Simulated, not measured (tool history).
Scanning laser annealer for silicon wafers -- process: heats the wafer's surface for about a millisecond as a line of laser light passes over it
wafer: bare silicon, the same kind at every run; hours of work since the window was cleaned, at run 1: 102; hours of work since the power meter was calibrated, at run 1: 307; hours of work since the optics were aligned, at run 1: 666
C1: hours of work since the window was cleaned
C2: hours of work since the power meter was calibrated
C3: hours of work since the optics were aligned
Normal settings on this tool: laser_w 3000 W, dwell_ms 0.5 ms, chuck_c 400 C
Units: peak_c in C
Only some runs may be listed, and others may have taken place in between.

run 1 hour=0 | laser_w=3000 dwell_ms=0.5 chuck_c=400 | C1=102 C2=307 C3=666 | peak_c=1125
run 2 hour=28.4 | laser_w=3000 dwell_ms=0.5 chuck_c=400 | C1=114 C2=320 C3=678 | peak_c=1121
run 3 hour=68 | laser_w=3000 dwell_ms=0.5 chuck_c=400 | C1=131 C2=336 C3=695 | peak_c=1124
run 4 hour=92.8 | laser_w=3000 dwell_ms=0.5 chuck_c=400 | C1=141 C2=347 C3=706 | peak_c=1125
run 5 hour=136 | laser_w=3000 dwell_ms=0.5 chuck_c=400 | C1=160 C2=365 C3=724 | peak_c=1124
run 6 hour=165.7 | laser_w=3000 dwell_ms=0.5 chuck_c=400 | C1=172 C2=378 C3=736 | peak_c=1123
run 7 hour=212.5 | laser_w=3000 dwell_ms=0.5 chuck_c=400 | C1=192 C2=397 C3=756 | peak_c=1124
run 8 hour=234 | laser_w=3000 dwell_ms=0.5 chuck_c=400 | C1=201 C2=407 C3=765 | peak_c=1120
run 9 hour=257.6 | laser_w=3000 dwell_ms=0.5 chuck_c=400 | C1=211 C2=417 C3=775 | peak_c=1125
run 10 hour=279 | laser_w=3000 dwell_ms=0.5 chuck_c=365 | C1=220 C2=426 C3=784 | peak_c=1084
run 11 hour=306.3 | laser_w=3000 dwell_ms=0.5 chuck_c=412 | C1=232 C2=437 C3=796 | peak_c=1134
run 12 hour=354.3 | laser_w=3000 dwell_ms=0.5 chuck_c=400 | C1=252 C2=458 C3=816 | peak_c=1124
run 13 hour=379.4 | laser_w=3260 dwell_ms=0.5 chuck_c=376 | C1=263 C2=468 C3=827 | peak_c=1155
run 14 hour=416.6 | laser_w=3163 dwell_ms=0.357 chuck_c=400 | C1=278 C2=484 C3=843 | peak_c=1023
run 15 hour=437.6 | laser_w=3215 dwell_ms=0.511 chuck_c=437 | C1=287 C2=493 C3=852 | peak_c=1216
run 16 hour=470.5 | laser_w=2663 dwell_ms=0.506 chuck_c=417 | C1=301 C2=507 C3=865 | peak_c=1070
run 17 hour=492.7 | laser_w=3000 dwell_ms=0.5 chuck_c=418 | C1=311 C2=516 C3=875 | peak_c=1143
run 18 hour=541.4 | laser_w=3000 dwell_ms=0.5 chuck_c=418 | C1=331 C2=537 C3=895 | peak_c=1140
run 19 hour=581.7 | laser_w=2976 dwell_ms=0.368 chuck_c=384 | C1=348 C2=554 C3=913 | peak_c=982
run 20 hour=601.6 | laser_w=2566 dwell_ms=0.37 chuck_c=408 | C1=357 C2=562 C3=921 | peak_c=930
-- hour=617.9 window over the wafer cleaned
run 21 hour=641.9 | laser_w=2566 dwell_ms=0.37 chuck_c=408 | C1=10 C2=578 C3=937 | peak_c=936
run 22 hour=682.1 | laser_w=2570 dwell_ms=0.37 chuck_c=408 | C1=27 C2=595 C3=954 | peak_c=936
-- hour=733.1 optics aligned, line set to its width
run 23 hour=735.1 | laser_w=3236 dwell_ms=0.539 chuck_c=440 | C1=47 C2=616 C3=1 | peak_c=1250
run 24 hour=782.4 | laser_w=3108 dwell_ms=0.385 chuck_c=394 | C1=68 C2=636 C3=21 | peak_c=1030

4 options for the next run, each taken on its own from the tool as it stands now. Forecast them:
run A hour=806.4 | laser_w=2589 dwell_ms=0.565 chuck_c=437 | C1=78 C2=646 C3=31 | peak_c=?
run B hour=806.4 | laser_w=3000 dwell_ms=0.5 chuck_c=380 | C1=78 C2=646 C3=31 | peak_c=?
run C hour=806.4 | laser_w=3108 dwell_ms=0.41 chuck_c=405 | C1=78 C2=646 C3=31 | peak_c=?
run D hour=806.4 | laser_w=3018 dwell_ms=0.376 chuck_c=425 | C1=78 C2=646 C3=31 | peak_c=?

run=A peak_c=1118
run=B peak_c=1101
run=C peak_c=1071
run=D peak_c=1038
Without the tool's unlogged condition, the same runs would have read:
run=A peak_c=1119
run=B peak_c=1101
run=C peak_c=1071
run=D peak_c=1038
